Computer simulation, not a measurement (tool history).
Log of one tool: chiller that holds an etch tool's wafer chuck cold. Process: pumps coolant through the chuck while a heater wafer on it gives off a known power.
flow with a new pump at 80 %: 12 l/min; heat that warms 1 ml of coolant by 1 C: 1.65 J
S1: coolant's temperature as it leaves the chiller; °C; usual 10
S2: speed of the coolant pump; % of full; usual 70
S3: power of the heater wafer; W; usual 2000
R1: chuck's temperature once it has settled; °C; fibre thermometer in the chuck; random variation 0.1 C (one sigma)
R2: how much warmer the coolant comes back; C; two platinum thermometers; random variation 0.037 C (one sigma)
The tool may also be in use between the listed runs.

run 1 hour=0 | S1=10 S2=70 S3=2000 | R1=26 R2=7.91
run 2 hour=178 | S1=10 S2=70 S3=2000 | R1=26.1 R2=7.92
run 3 hour=312.1 | S1=10 S2=70 S3=2000 | R1=26 R2=7.91
run 4 hour=482.4 | S1=10 S2=70 S3=1915 | R1=25.2 R2=7.63
run 5 hour=666.7 | S1=10 S2=96 S3=2000 | R1=22.7 R2=5.59
run 6 hour=775.2 | S1=10 S2=76 S3=2000 | R1=25.3 R2=7.31
run 7 hour=930.1 | S1=10 S2=70 S3=2571 | R1=30.8 R2=10.27
run 8 hour=1074.7 | S1=6 S2=88 S3=2571 | R1=23.7 R2=8
run 9 hour=1258.1 | S1=6 S2=88 S3=2571 | R1=23.7 R2=8.01
run 10 hour=1451.5 | S1=6 S2=88 S3=2571 | R1=23.7 R2=7.99
run 11 hour=1594.4 | S1=3 S2=88 S3=1135 | R1=10.6 R2=3.56
run 12 hour=1788 | S1=8 S2=70 S3=1163 | R1=17.3 R2=4.67
run 13 hour=1936.5 | S1=8 S2=92 S3=2484 | R1=24.7 R2=7.44
-- hour=2010.3 chiller's thermometer calibrated
run 14 hour=2073.8 | S1=0 S2=70 S3=1347 | R1=11.4 R2=5.47

4 ways to go on from here, each from the tool as it stands after run 14. What would each give?
run A hour=2266.7 | S1=6 S2=61 S3=1347 | R1=? R2=?
run B hour=2266.7 | S1=2 S2=70 S3=2001 | R1=? R2=?
run C hour=2266.7 | S1=10 S2=62 S3=2604 | R1=? R2=?
run D hour=2266.7 | S1=4 S2=72 S3=1340 | R1=? R2=?

run=A R1=18.6 R2=6.39
run=B R1=18.7 R2=8.13
run=C R1=33.9 R2=12.15
run=D R1=15 R2=5.27
Without the tool's hidden state the same runs would have given:
run=A R1=17.1 R2=5.53
run=B R1=16.7 R2=7.05
run=C R1=31.1 R2=10.53
run=D R1=13.7 R2=4.56

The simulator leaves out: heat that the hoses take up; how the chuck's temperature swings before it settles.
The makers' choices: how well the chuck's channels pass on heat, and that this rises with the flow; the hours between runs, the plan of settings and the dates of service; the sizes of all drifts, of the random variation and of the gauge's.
